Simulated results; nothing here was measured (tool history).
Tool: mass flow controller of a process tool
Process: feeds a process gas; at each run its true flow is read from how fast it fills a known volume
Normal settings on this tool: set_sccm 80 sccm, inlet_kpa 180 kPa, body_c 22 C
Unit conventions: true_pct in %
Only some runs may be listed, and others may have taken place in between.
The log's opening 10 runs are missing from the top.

run,day,set_sccm,inlet_kpa,body_c,true_pct
11,39.112,80,180,22,99.56
12,42.912,80,180,22,99.64
13,49.133,18,180,22,95.73
14,53.612,80,269,22,100.15
15,57.471,80,269,22,100.03
16,62.233,80,269,22,100.16
17,67.238,80,269,22,100.18
18,72.579,80,269,22,100.20
19,76.212,16,165,25,95.02
20,80.000,11,233,34,93.61
21,82.688,49,170,26,98.70
22,86.262,49,210,26,98.94
23,90.192,17,180,22,94.97
24,92.842,17,180,22,94.85
25,98.288,17,180,22,94.87
26,102.938,80,180,24,99.92
27,108.192,80,180,24,99.92
28,111.079,20,180,30,95.97
29,115.133,65,165,27,99.64
30,119.467,13,272,25,93.53

Run 31, settings as shown, results not yet in. Your forecast:
31,123.525,21,180,21,?

{"run 31": {"true_pct": 95.42}}
Take away the tool's hidden state, keep the run-to-run variation as it was, and the same run would have given true_pct 98.25 %.

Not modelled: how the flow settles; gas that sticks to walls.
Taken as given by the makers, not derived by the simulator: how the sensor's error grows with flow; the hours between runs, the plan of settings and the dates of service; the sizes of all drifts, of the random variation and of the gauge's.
